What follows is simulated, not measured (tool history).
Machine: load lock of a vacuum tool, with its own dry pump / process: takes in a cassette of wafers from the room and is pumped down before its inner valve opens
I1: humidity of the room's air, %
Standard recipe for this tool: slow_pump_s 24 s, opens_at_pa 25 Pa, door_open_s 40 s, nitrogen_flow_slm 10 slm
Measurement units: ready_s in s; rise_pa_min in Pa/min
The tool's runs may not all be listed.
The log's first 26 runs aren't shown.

run 27 hour=8523.1 | slow_pump_s=24 opens_at_pa=37 door_open_s=40 nitrogen_flow_slm=16 | I1=41.8 | ready_s=34.6 rise_pa_min=0.263
run 28 hour=8876.7 | slow_pump_s=24 opens_at_pa=37 door_open_s=40 nitrogen_flow_slm=9 | I1=46.2 | ready_s=34.9 rise_pa_min=0.290
run 29 hour=9174.5 | slow_pump_s=24 opens_at_pa=37 door_open_s=79 nitrogen_flow_slm=9 | I1=44.0 | ready_s=34.5 rise_pa_min=0.337
run 30 hour=9388.1 | slow_pump_s=22 opens_at_pa=25 door_open_s=30 nitrogen_flow_slm=7 | I1=49.1 | ready_s=34.5 rise_pa_min=0.297
run 31 hour=9648.8 | slow_pump_s=23 opens_at_pa=19 door_open_s=40 nitrogen_flow_slm=10 | I1=44.8 | ready_s=35.0 rise_pa_min=0.303
run 32 hour=10066.4 | slow_pump_s=24 opens_at_pa=25 door_open_s=79 nitrogen_flow_slm=4 | I1=44.7 | ready_s=35.1 rise_pa_min=0.383
-- hour=10259.8 door's seal changed, seat wiped
run 33 hour=10346.4 | slow_pump_s=24 opens_at_pa=25 door_open_s=79 nitrogen_flow_slm=4 | I1=44.3 | ready_s=36.2 rise_pa_min=0.135
run 34 hour=10797.1 | slow_pump_s=24 opens_at_pa=25 door_open_s=79 nitrogen_flow_slm=4 | I1=43.1 | ready_s=35.9 rise_pa_min=0.136
run 35 hour=11084.9 | slow_pump_s=24 opens_at_pa=30 door_open_s=79 nitrogen_flow_slm=6 | I1=46.4 | ready_s=35.3 rise_pa_min=0.144

Estimate the outcome of run 36 from the log above:
run 36 hour=11387.8 | slow_pump_s=16 opens_at_pa=19 door_open_s=165 nitrogen_flow_slm=37 | I1=44.6 | ready_s=? rise_pa_min=?

ready_s: 30.3 s
rise_pa_min: 0.133 Pa/min
Were there no unlogged condition in the tool, this run, its random variation unchanged, would have produced ready_s 28.2 s, rise_pa_min 0.127 Pa/min.
